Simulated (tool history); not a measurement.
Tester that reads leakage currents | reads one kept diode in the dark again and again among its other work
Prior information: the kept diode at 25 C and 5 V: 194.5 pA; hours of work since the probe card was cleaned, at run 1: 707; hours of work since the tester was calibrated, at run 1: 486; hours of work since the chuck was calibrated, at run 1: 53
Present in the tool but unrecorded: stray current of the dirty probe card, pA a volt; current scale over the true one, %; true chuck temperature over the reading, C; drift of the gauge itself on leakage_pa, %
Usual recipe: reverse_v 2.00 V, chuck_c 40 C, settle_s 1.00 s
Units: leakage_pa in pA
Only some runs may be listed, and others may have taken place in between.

run     day  reverse_v  chuck_c  settle_s  hours of work since the probe card was cleaned  hours of work since the tester was calibrated  hours of work since the chuck was calibrated  leakage_pa
  1   0.000       2.00       40      1.00                                             707                                            486                                            53      508.60
  2   1.162       2.00       40      2.98                                             724                                            504                                            71      509.80
  3   1.879       2.00       40      2.98                                             735                                            514                                            81      510.58
  4   2.738       2.00       40      1.00                                             747                                            527                                            94      506.36
  5   3.683       2.00       40      2.06                                             761                                            541                                           108      506.12
  6   4.358       2.00       40      2.06                                             771                                            550                                           117      507.13
  7   5.138       2.00       25      1.00                                             783                                            562                                           129      126.80
  8   6.317       2.00       25      1.00                                             800                                            579                                           146      126.32
  9   6.971       2.00       40      7.77                                             810                                            589                                           156      502.57
 10   7.967       2.00       40      7.77                                             824                                            603                                           171      499.25
 11   9.275       2.00       40      7.77                                             843                                            623                                           190      499.89
 12   9.938       2.00       40      7.77                                             853                                            632                                           199      500.55
 13  11.142       2.00       40      7.77                                             871                                            650                                           217      498.01
 14  11.921       2.45       42      4.18                                             882                                            662                                           229      648.08
 15  13.121       1.50       40      1.00                                             900                                            679                                           246      434.46
 16  14.262      16.49       43      0.53                                             917                                            696                                           263     1660.45
 17  15.617       1.16       27      1.00                                             937                                            716                                           283      117.13
 18  16.275       5.08       40      2.67                                             946                                            726                                           293      746.90
 19  17.600       1.33       21      2.79                                             966                                            745                                           312       69.32
 20  18.512       2.18       24      0.51                                             979                                            758                                           325      116.28
 21  19.571      17.65       27      0.50                                             995                                            774                                           341      403.49

Forecast each of these 4 alternatives for the next run:
  A  20.808       4.07       41      4.11                                            1013                                            792                                           359           ?
  B  20.808       1.89       48      1.91                                            1013                                            792                                           359           ?
  C  20.808       1.42       40      1.00                                            1013                                            792                                           359           ?
  D  20.808       2.00       34      1.00                                            1013                                            792                                           359           ?

run  leakage_pa
  A      734.21
  B      944.33
  C      416.12
  D      285.04
Without the tool's hidden state the same runs would have given:
run  leakage_pa
  A      777.26
  B      998.04
  C      440.85
  D      302.41

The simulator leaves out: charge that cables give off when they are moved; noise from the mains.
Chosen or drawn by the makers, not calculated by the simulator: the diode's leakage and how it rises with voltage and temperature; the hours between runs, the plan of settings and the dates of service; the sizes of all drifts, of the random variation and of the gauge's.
